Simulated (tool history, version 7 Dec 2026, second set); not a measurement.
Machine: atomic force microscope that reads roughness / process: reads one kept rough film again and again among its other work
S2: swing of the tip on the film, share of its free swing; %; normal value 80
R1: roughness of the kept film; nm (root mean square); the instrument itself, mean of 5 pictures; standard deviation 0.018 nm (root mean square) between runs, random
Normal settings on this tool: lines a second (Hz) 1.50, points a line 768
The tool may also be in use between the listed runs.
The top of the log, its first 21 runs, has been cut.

Run 22, hour 131.3: usual settings but points a line 990. Result: R1 4.499 nm (root mean square).
Run 23, hour 135.7: usual settings but S2 64 %. Result: R1 4.814 nm (root mean square).
Run 24, hour 141.9: usual settings. Result: R1 4.497 nm (root mean square).
Run 25, hour 146.2: usual settings but points a line 871. Result: R1 4.445 nm (root mean square).
Run 26, hour 154.2: usual settings but points a line 871. Result: R1 4.467 nm (root mean square).
Run 27, hour 160.0: usual settings but lines a second (Hz) 1.14, S2 89 %. Result: R1 4.374 nm (root mean square).
Run 28, hour 167.2: usual settings but lines a second (Hz) 2.11, S2 76 %. Result: R1 4.381 nm (root mean square).
At hour 171.0: new tip fitted.
Run 29, hour 175.9: usual settings but lines a second (Hz) 2.11, S2 76 %. Result: R1 4.413 nm (root mean square).
Run 30, hour 184.7: usual settings but lines a second (Hz) 0.75, S2 83 %. Result: R1 4.728 nm (root mean square).
Run 31, hour 193.0: usual settings but lines a second (Hz) 1.13, S2 83 %, points a line 418. Result: R1 4.529 nm (root mean square).
Run 32, hour 198.2: usual settings but lines a second (Hz) 0.64, S2 88 %, points a line 730. Result: R1 4.708 nm (root mean square).
Run 33, hour 206.2: usual settings but lines a second (Hz) 0.64, S2 88 %, points a line 730. Result: R1 4.677 nm (root mean square).
Run 34, hour 213.9: usual settings but lines a second (Hz) 2.85, points a line 271. Result: R1 4.018 nm (root mean square).
At hour 215.7: new tip fitted.
Run 35, hour 220.0: usual settings but lines a second (Hz) 2.85, S2 58 %, points a line 461. Result: R1 4.742 nm (root mean square).
Run 36, hour 229.2: usual settings but lines a second (Hz) 1.10, S2 78 %, points a line 805. Result: R1 4.662 nm (root mean square).
Run 37, hour 236.7: usual settings but lines a second (Hz) 0.55, S2 78 %, points a line 720. Result: R1 4.889 nm (root mean square).
Run 38, hour 245.1: usual settings but lines a second (Hz) 0.55, S2 78 %, points a line 720. Result: R1 4.872 nm (root mean square).
Run 39, hour 249.3: usual settings but lines a second (Hz) 2.99, S2 78 %, points a line 387. Result: R1 4.068 nm (root mean square).
Run 40, hour 255.5: usual settings but lines a second (Hz) 2.99, S2 78 %, points a line 387. Result: R1 4.059 nm (root mean square).
At hour 260.3: new tip fitted.
Run 41, hour 262.6: usual settings but lines a second (Hz) 0.52, S2 79 %, points a line 830. Result: R1 4.882 nm (root mean square).

Run 42, settings as shown, results not yet in. Your forecast:
Run 42, hour 266.4: usual settings but lines a second (Hz) 0.52, S2 79 %, points a line 830. Result: R1 ?.

{"run 42": {"R1": 4.879}}
The same run, on a tool lacking any hidden state, would have yielded R1 4.881 nm (root mean square).
